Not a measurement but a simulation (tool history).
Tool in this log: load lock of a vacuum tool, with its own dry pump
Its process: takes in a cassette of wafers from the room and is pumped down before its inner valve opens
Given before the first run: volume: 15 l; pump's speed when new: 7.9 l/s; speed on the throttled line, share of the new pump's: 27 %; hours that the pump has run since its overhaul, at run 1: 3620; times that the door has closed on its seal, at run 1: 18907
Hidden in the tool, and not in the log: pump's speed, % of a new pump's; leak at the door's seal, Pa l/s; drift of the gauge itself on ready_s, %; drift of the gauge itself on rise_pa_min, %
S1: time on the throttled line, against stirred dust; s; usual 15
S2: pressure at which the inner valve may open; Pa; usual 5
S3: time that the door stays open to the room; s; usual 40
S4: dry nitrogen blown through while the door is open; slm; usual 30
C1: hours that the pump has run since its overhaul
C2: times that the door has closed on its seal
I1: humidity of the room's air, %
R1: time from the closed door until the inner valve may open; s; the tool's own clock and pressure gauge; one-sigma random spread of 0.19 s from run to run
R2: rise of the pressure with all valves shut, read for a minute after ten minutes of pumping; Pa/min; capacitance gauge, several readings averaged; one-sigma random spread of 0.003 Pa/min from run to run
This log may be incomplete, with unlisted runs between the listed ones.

run 1 hour=0.0 | S1=15 S2=5 S3=40 S4=30 | C1=3620 C2=18907 | I1=44.8 | R1=29.8 R2=0.024
run 2 hour=411.9 | S1=8 S2=5 S3=40 S4=30 | C1=4032 C2=20032 | I1=45.0 | R1=24.7 R2=0.031
run 3 hour=616.9 | S1=8 S2=5 S3=40 S4=30 | C1=4237 C2=20592 | I1=46.9 | R1=24.8 R2=0.030
run 4 hour=1030.5 | S1=15 S2=8 S3=40 S4=30 | C1=4650 C2=21722 | I1=44.6 | R1=29.1 R2=0.026
run 5 hour=1235.6 | S1=15 S2=8 S3=40 S4=37 | C1=4856 C2=22283 | I1=50.2 | R1=28.8 R2=0.026
run 6 hour=1605.2 | S1=15 S2=5 S3=40 S4=10 | C1=5225 C2=23292 | I1=46.1 | R1=30.2 R2=0.045
run 7 hour=1963.7 | S1=15 S2=5 S3=40 S4=10 | C1=5584 C2=24271 | I1=41.4 | R1=30.0 R2=0.041
run 8 hour=2399.4 | S1=15 S2=5 S3=40 S4=17 | C1=6019 C2=25462 | I1=46.5 | R1=29.9 R2=0.034
run 9 hour=2670.3 | S1=15 S2=5 S3=40 S4=30 | C1=6290 C2=26201 | I1=46.9 | R1=30.1 R2=0.026
run 10 hour=2963.6 | S1=15 S2=5 S3=40 S4=30 | C1=6584 C2=27002 | I1=48.1 | R1=30.0 R2=0.026
run 11 hour=3230.2 | S1=15 S2=8 S3=40 S4=30 | C1=6850 C2=27731 | I1=48.5 | R1=29.2 R2=0.028
run 12 hour=3531.2 | S1=15 S2=8 S3=40 S4=30 | C1=7151 C2=28553 | I1=44.5 | R1=28.9 R2=0.027
run 13 hour=3967.0 | S1=15 S2=8 S3=40 S4=30 | C1=7587 C2=29743 | I1=43.9 | R1=28.7 R2=0.020
run 14 hour=4320.7 | S1=15 S2=8 S3=40 S4=30 | C1=7941 C2=30710 | I1=41.8 | R1=29.0 R2=0.024
run 15 hour=4586.5 | S1=15 S2=5 S3=40 S4=10 | C1=8207 C2=31436 | I1=41.9 | R1=29.8 R2=0.039
run 16 hour=4877.3 | S1=15 S2=5 S3=40 S4=30 | C1=8497 C2=32230 | I1=41.9 | R1=30.0 R2=0.025
run 17 hour=5137.0 | S1=15 S2=5 S3=40 S4=6 | C1=8757 C2=32939 | I1=44.4 | R1=30.0 R2=0.056
run 18 hour=5401.6 | S1=15 S2=5 S3=40 S4=6 | C1=9022 C2=33662 | I1=46.7 | R1=29.8 R2=0.057
run 19 hour=5839.5 | S1=15 S2=5 S3=110 S4=15 | C1=9459 C2=34858 | I1=44.6 | R1=29.8 R2=0.068
run 20 hour=6171.9 | S1=15 S2=5 S3=110 S4=15 | C1=9792 C2=35766 | I1=43.5 | R1=29.8 R2=0.067
run 21 hour=6604.1 | S1=15 S2=5 S3=39 S4=41 | C1=10224 C2=36947 | I1=46.8 | R1=30.5 R2=0.020
run 22 hour=6987.5 | S1=9 S2=5 S3=167 S4=24 | C1=10607 C2=37994 | I1=46.3 | R1=25.5 R2=0.071
run 23 hour=7256.5 | S1=15 S2=5 S3=27 S4=30 | C1=10876 C2=38729 | I1=45.1 | R1=29.8 R2=0.020
run 24 hour=7747.6 | S1=10 S2=5 S3=27 S4=30 | C1=11368 C2=40070 | I1=41.5 | R1=26.4 R2=0.025
run 25 hour=8130.0 | S1=15 S2=5 S3=76 S4=30 | C1=11750 C2=41115 | I1=43.5 | R1=29.7 R2=0.041
run 26 hour=8392.2 | S1=18 S2=5 S3=40 S4=30 | C1=12012 C2=41831 | I1=45.6 | R1=31.9 R2=0.023
run 27 hour=8627.0 | S1=18 S2=5 S3=40 S4=30 | C1=12247 C2=42472 | I1=46.8 | R1=32.0 R2=0.027
run 28 hour=8942.7 | S1=18 S2=5 S3=40 S4=30 | C1=12563 C2=43335 | I1=48.1 | R1=31.9 R2=0.029
run 29 hour=9201.2 | S1=15 S2=10 S3=40 S4=30 | C1=12821 C2=44041 | I1=44.5 | R1=28.3 R2=0.023
run 30 hour=9665.4 | S1=15 S2=10 S3=40 S4=30 | C1=13285 C2=45309 | I1=44.2 | R1=28.4 R2=0.024
run 31 hour=9958.8 | S1=15 S2=5 S3=40 S4=5 | C1=13579 C2=46110 | I1=47.7 | R1=29.7 R2=0.062
run 32 hour=10274.9 | S1=15 S2=5 S3=182 S4=5 | C1=13895 C2=46974 | I1=47.6 | R1=30.0 R2=0.183
run 33 hour=10632.9 | S1=15 S2=5 S3=182 S4=5 | C1=14253 C2=47952 | I1=43.7 | R1=29.9 R2=0.170
run 34 hour=10944.9 | S1=15 S2=5 S3=182 S4=5 | C1=14565 C2=48804 | I1=42.9 | R1=29.8 R2=0.167
-- hour=11324.9 door's seal changed, seat wiped
run 35 hour=11388.4 | S1=29 S2=8 S3=182 S4=5 | C1=15007 C2=173 | I1=44.1 | R1=39.1 R2=0.167
run 36 hour=11839.5 | S1=15 S2=8 S3=66 S4=9 | C1=15458 C2=1405 | I1=45.9 | R1=28.7 R2=0.069

Alternative continuations, all from the tool just after run 36; predict every row:
run A hour=12240.0 | S1=20 S2=5 S3=40 S4=30 | C1=15859 C2=2499 | I1=41.2 | R1=? R2=?
run B hour=12240.0 | S1=15 S2=9 S3=223 S4=30 | C1=15859 C2=2499 | I1=45.7 | R1=? R2=?
run C hour=12240.0 | S1=15 S2=6 S3=70 S4=9 | C1=15859 C2=2499 | I1=45.0 | R1=? R2=?
run D hour=12240.0 | S1=11 S2=5 S3=40 S4=30 | C1=15859 C2=2499 | I1=41.9 | R1=? R2=?

run=A R1=33.6 R2=0.025
run=B R1=28.8 R2=0.080
run=C R1=29.8 R2=0.067
run=D R1=27.2 R2=0.027
Without the tool's unlogged condition, the same runs would have read:
run=A R1=33.6 R2=0.025
run=B R1=28.8 R2=0.080
run=C R1=29.8 R2=0.066
run=D R1=27.2 R2=0.027
